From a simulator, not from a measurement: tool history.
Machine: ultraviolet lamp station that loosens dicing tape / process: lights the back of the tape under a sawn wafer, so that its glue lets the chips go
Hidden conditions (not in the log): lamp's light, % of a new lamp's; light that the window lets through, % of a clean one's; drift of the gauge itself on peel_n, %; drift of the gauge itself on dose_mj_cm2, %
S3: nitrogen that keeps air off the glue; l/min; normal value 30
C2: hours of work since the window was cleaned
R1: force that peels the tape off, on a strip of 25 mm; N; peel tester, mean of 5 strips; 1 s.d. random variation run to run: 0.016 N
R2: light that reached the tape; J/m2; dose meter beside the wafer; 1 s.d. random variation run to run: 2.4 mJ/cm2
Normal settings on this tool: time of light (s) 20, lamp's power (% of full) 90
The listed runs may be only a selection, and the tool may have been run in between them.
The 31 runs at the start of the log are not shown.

{"run": 32, "day": 28.688, "time of light (s)": 11, "lamp's power (% of full)": 61, "S3": 30, "hours of work of the lamp": 1057, "C2": 102, "R1": 4.767, "R2": 560}
{"run": 33, "day": 29.275, "time of light (s)": 11, "lamp's power (% of full)": 61, "S3": 30, "hours of work of the lamp": 1066, "C2": 112, "R1": 5.01, "R2": 550}
{"run": 34, "day": 30.129, "time of light (s)": 20, "lamp's power (% of full)": 85, "S3": 17, "hours of work of the lamp": 1080, "C2": 126, "R1": 2.785, "R2": 1320}
{"run": 35, "day": 31.15, "time of light (s)": 20, "lamp's power (% of full)": 76, "S3": 19, "hours of work of the lamp": 1096, "C2": 142, "R1": 3.19, "R2": 1160}
{"run": 36, "day": 32.171, "time of light (s)": 28, "lamp's power (% of full)": 81, "S3": 28, "hours of work of the lamp": 1113, "C2": 158, "R1": 1.695, "R2": 1710}
{"run": 37, "day": 33.429, "time of light (s)": 33, "lamp's power (% of full)": 84, "S3": 11, "hours of work of the lamp": 1133, "C2": 179, "R1": 1.997, "R2": 2000}
{"day": 34.412, "done": "lamp changed"}
{"run": 38, "day": 34.621, "time of light (s)": 33, "lamp's power (% of full)": 84, "S3": 11, "hours of work of the lamp": 3, "C2": 197, "R1": 0.868, "R2": 3410}
{"run": 39, "day": 35.746, "time of light (s)": 33, "lamp's power (% of full)": 84, "S3": 11, "hours of work of the lamp": 21, "C2": 215, "R1": 0.881, "R2": 3330}
{"run": 40, "day": 36.729, "time of light (s)": 33, "lamp's power (% of full)": 84, "S3": 11, "hours of work of the lamp": 37, "C2": 231, "R1": 0.927, "R2": 3250}
{"run": 41, "day": 37.275, "time of light (s)": 29, "lamp's power (% of full)": 91, "S3": 29, "hours of work of the lamp": 46, "C2": 240, "R1": 0.56, "R2": 3050}
{"run": 42, "day": 37.954, "time of light (s)": 20, "lamp's power (% of full)": 68, "S3": 53, "hours of work of the lamp": 57, "C2": 251, "R1": 1.466, "R2": 1560}

Predict each of these 5 candidate next runs independently; none follows another, all start after run 42:
{"day": 38.246, "done": "window cleaned of glue's vapour"}
{"run": "A", "day": 38.55, "time of light (s)": 20, "lamp's power (% of full)": 68, "S3": 15, "hours of work of the lamp": 66, "C2": 5, "R1": "?", "R2": "?"}
{"day": 38.246, "done": "window cleaned of glue's vapour"}
{"run": "B", "day": 38.55, "time of light (s)": 14, "lamp's power (% of full)": 64, "S3": 11, "hours of work of the lamp": 66, "C2": 5, "R1": "?", "R2": "?"}
{"day": 38.246, "done": "window cleaned of glue's vapour"}
{"run": "C", "day": 38.55, "time of light (s)": 22, "lamp's power (% of full)": 61, "S3": 30, "hours of work of the lamp": 66, "C2": 5, "R1": "?", "R2": "?"}
{"day": 38.246, "done": "window cleaned of glue's vapour"}
{"run": "D", "day": 38.55, "time of light (s)": 12, "lamp's power (% of full)": 76, "S3": 53, "hours of work of the lamp": 66, "C2": 5, "R1": "?", "R2": "?"}
{"day": 38.246, "done": "window cleaned of glue's vapour"}
{"run": "E", "day": 38.55, "time of light (s)": 20, "lamp's power (% of full)": 68, "S3": 40, "hours of work of the lamp": 66, "C2": 5, "R1": "?", "R2": "?"}

run=A R1=1.984 R2=1790
run=B R1=3.568 R2=1210
run=C R1=1.432 R2=1820
run=D R1=2.131 R2=1190
run=E R1=1.275 R2=1860
Without the tool's hidden state the same runs would have given:
run=A R1=1.840 R2=1900
run=B R1=3.403 R2=1280
run=C R1=1.311 R2=1920
run=D R1=1.982 R2=1260
run=E R1=1.160 R2=1960
